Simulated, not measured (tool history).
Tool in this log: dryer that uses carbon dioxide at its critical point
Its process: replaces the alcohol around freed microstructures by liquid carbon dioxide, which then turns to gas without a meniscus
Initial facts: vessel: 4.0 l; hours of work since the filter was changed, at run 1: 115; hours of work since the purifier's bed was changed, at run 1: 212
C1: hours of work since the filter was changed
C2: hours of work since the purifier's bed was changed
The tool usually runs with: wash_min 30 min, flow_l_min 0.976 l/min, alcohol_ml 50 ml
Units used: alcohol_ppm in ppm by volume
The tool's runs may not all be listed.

run 1 hour=0 | wash_min=30 flow_l_min=0.976 alcohol_ml=50 | C1=115 C2=212 | alcohol_ppm=51
run 2 hour=6.7 | wash_min=30 flow_l_min=0.976 alcohol_ml=50 | C1=119 C2=216 | alcohol_ppm=49
run 3 hour=15.8 | wash_min=30 flow_l_min=0.976 alcohol_ml=50 | C1=124 C2=221 | alcohol_ppm=51
run 4 hour=21.2 | wash_min=30 flow_l_min=0.976 alcohol_ml=50 | C1=127 C2=224 | alcohol_ppm=61
run 5 hour=31.1 | wash_min=30 flow_l_min=0.976 alcohol_ml=50 | C1=133 C2=230 | alcohol_ppm=55
run 6 hour=44.2 | wash_min=30 flow_l_min=0.976 alcohol_ml=102 | C1=140 C2=237 | alcohol_ppm=64
run 7 hour=53.1 | wash_min=30 flow_l_min=0.976 alcohol_ml=102 | C1=145 C2=243 | alcohol_ppm=63
run 8 hour=65.7 | wash_min=30 flow_l_min=0.976 alcohol_ml=50 | C1=152 C2=250 | alcohol_ppm=59
run 9 hour=72.7 | wash_min=30 flow_l_min=0.591 alcohol_ml=50 | C1=156 C2=254 | alcohol_ppm=258
run 10 hour=84.1 | wash_min=21 flow_l_min=0.976 alcohol_ml=50 | C1=163 C2=260 | alcohol_ppm=142
run 11 hour=93.1 | wash_min=21 flow_l_min=0.976 alcohol_ml=50 | C1=168 C2=265 | alcohol_ppm=141
run 12 hour=99.5 | wash_min=21 flow_l_min=0.976 alcohol_ml=50 | C1=172 C2=269 | alcohol_ppm=153
run 13 hour=108.5 | wash_min=30 flow_l_min=0.976 alcohol_ml=50 | C1=177 C2=274 | alcohol_ppm=62
run 14 hour=116.7 | wash_min=19 flow_l_min=0.976 alcohol_ml=50 | C1=182 C2=279 | alcohol_ppm=209
run 15 hour=123.4 | wash_min=19 flow_l_min=0.976 alcohol_ml=50 | C1=185 C2=283 | alcohol_ppm=209
run 16 hour=133.4 | wash_min=19 flow_l_min=0.976 alcohol_ml=50 | C1=191 C2=288 | alcohol_ppm=207
run 17 hour=146.3 | wash_min=30 flow_l_min=0.976 alcohol_ml=50 | C1=198 C2=296 | alcohol_ppm=77
run 18 hour=158 | wash_min=30 flow_l_min=0.976 alcohol_ml=32 | C1=205 C2=302 | alcohol_ppm=53
run 19 hour=166.2 | wash_min=30 flow_l_min=0.976 alcohol_ml=32 | C1=210 C2=307 | alcohol_ppm=59
run 20 hour=171.9 | wash_min=30 flow_l_min=0.976 alcohol_ml=50 | C1=213 C2=310 | alcohol_ppm=62
run 21 hour=185.2 | wash_min=30 flow_l_min=1.592 alcohol_ml=50 | C1=221 C2=318 | alcohol_ppm=50
run 22 hour=196.3 | wash_min=30 flow_l_min=0.976 alcohol_ml=61 | C1=227 C2=324 | alcohol_ppm=83
run 23 hour=207 | wash_min=45 flow_l_min=0.976 alcohol_ml=50 | C1=233 C2=330 | alcohol_ppm=64
run 24 hour=212.7 | wash_min=45 flow_l_min=0.976 alcohol_ml=50 | C1=236 C2=334 | alcohol_ppm=62
run 25 hour=222 | wash_min=45 flow_l_min=0.976 alcohol_ml=28 | C1=242 C2=339 | alcohol_ppm=69
run 26 hour=231.5 | wash_min=45 flow_l_min=0.976 alcohol_ml=28 | C1=247 C2=344 | alcohol_ppm=63
run 27 hour=242.2 | wash_min=31 flow_l_min=0.976 alcohol_ml=42 | C1=253 C2=350 | alcohol_ppm=62
run 28 hour=252.6 | wash_min=26 flow_l_min=0.889 alcohol_ml=23 | C1=259 C2=356 | alcohol_ppm=89
run 29 hour=259.3 | wash_min=26 flow_l_min=0.889 alcohol_ml=23 | C1=263 C2=360 | alcohol_ppm=91
run 30 hour=270.2 | wash_min=30 flow_l_min=0.602 alcohol_ml=93 | C1=269 C2=366 | alcohol_ppm=479
run 31 hour=282.3 | wash_min=30 flow_l_min=1.567 alcohol_ml=27 | C1=276 C2=373 | alcohol_ppm=66
run 32 hour=294.5 | wash_min=26 flow_l_min=1.567 alcohol_ml=23 | C1=283 C2=380 | alcohol_ppm=73
run 33 hour=301.4 | wash_min=45 flow_l_min=0.927 alcohol_ml=87 | C1=287 C2=384 | alcohol_ppm=69
run 34 hour=309.3 | wash_min=45 flow_l_min=1.259 alcohol_ml=87 | C1=291 C2=389 | alcohol_ppm=73
run 35 hour=318.7 | wash_min=25 flow_l_min=0.779 alcohol_ml=50 | C1=297 C2=394 | alcohol_ppm=216
run 36 hour=327.8 | wash_min=25 flow_l_min=0.779 alcohol_ml=50 | C1=302 C2=399 | alcohol_ppm=218
run 37 hour=339.1 | wash_min=18 flow_l_min=0.615 alcohol_ml=80 | C1=308 C2=406 | alcohol_ppm=1730
run 38 hour=350.5 | wash_min=18 flow_l_min=0.615 alcohol_ml=37 | C1=315 C2=412 | alcohol_ppm=853
run 39 hour=357.4 | wash_min=29 flow_l_min=0.913 alcohol_ml=95 | C1=319 C2=416 | alcohol_ppm=128
run 40 hour=365.1 | wash_min=41 flow_l_min=0.599 alcohol_ml=81 | C1=323 C2=420 | alcohol_ppm=154
run 41 hour=372.8 | wash_min=37 flow_l_min=1.426 alcohol_ml=96 | C1=328 C2=425 | alcohol_ppm=74
run 42 hour=382.2 | wash_min=30 flow_l_min=0.852 alcohol_ml=50 | C1=333 C2=430 | alcohol_ppm=112
run 43 hour=395.3 | wash_min=25 flow_l_min=0.976 alcohol_ml=68 | C1=340 C2=438 | alcohol_ppm=143
run 44 hour=402.1 | wash_min=44 flow_l_min=0.921 alcohol_ml=27 | C1=344 C2=442 | alcohol_ppm=75
run 45 hour=415.2 | wash_min=44 flow_l_min=0.921 alcohol_ml=27 | C1=352 C2=449 | alcohol_ppm=80
run 46 hour=422.1 | wash_min=44 flow_l_min=0.921 alcohol_ml=27 | C1=356 C2=453 | alcohol_ppm=76
run 47 hour=435.5 | wash_min=20 flow_l_min=0.741 alcohol_ml=27 | C1=363 C2=461 | alcohol_ppm=316

Predict each of these 4 candidate next runs independently; none follows another, all start after run 47:
run A hour=443.1 | wash_min=30 flow_l_min=0.848 alcohol_ml=50 | C1=368 C2=465 | alcohol_ppm=?
run B hour=443.1 | wash_min=24 flow_l_min=0.765 alcohol_ml=27 | C1=368 C2=465 | alcohol_ppm=?
run C hour=443.1 | wash_min=40 flow_l_min=0.741 alcohol_ml=27 | C1=368 C2=465 | alcohol_ppm=?
run D hour=443.1 | wash_min=44 flow_l_min=1.344 alcohol_ml=25 | C1=368 C2=465 | alcohol_ppm=?

run=A alcohol_ppm=115
run=B alcohol_ppm=194
run=C alcohol_ppm=95
run=D alcohol_ppm=80
With no hidden state in the tool, these same runs would have given:
run=A alcohol_ppm=25
run=B alcohol_ppm=87
run=C alcohol_ppm=17
run=D alcohol_ppm=4
